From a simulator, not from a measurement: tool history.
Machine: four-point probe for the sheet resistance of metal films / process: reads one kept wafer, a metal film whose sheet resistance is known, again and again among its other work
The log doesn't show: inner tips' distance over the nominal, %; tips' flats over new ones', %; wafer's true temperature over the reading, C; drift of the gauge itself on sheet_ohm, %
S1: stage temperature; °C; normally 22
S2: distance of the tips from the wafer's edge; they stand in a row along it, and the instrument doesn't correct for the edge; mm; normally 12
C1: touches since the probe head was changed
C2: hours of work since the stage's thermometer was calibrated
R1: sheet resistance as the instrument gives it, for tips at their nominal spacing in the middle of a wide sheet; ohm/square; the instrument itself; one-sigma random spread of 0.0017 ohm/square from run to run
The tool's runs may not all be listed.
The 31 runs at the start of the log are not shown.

run	day	S1	S2	C1	C2	R1
32	45.262	27	8	104208	1556	8.603023
33	47.062	27	8	105723	1576	8.605755
34	48.279	19	4	106749	1590	8.760884
35	50.217	34	41	108383	1612	8.578924
36	51.433	34	41	109407	1626	8.576951
37	52.429	34	41	110245	1637	8.577084
38	54.362	34	41	111874	1659	8.575999
39	55.904	34	41	113171	1676	8.579393
40	57.308	19	41	114352	1692	8.488285
41	58.758	19	41	115575	1709	8.487527
42	60.017	19	41	116636	1723	8.488095
43	61.567	25	4	117941	1741	8.80026
44	63.412	24	45	119494	1762	8.516851

Each row is a separate what-if for the run after 44, all from the same tool condition, not one after another. Results?
A	64.442	21	17	120362	1773	?
B	64.442	23	32	120362	1773	?
C	64.442	22	21	120362	1773	?

run	R1
A	8.51159
B	8.512337
C	8.516836
Take away the tool's hidden state, keep each run's random variation, and the runs would have read:
run	R1
A	8.511201
B	8.51195
C	8.516448

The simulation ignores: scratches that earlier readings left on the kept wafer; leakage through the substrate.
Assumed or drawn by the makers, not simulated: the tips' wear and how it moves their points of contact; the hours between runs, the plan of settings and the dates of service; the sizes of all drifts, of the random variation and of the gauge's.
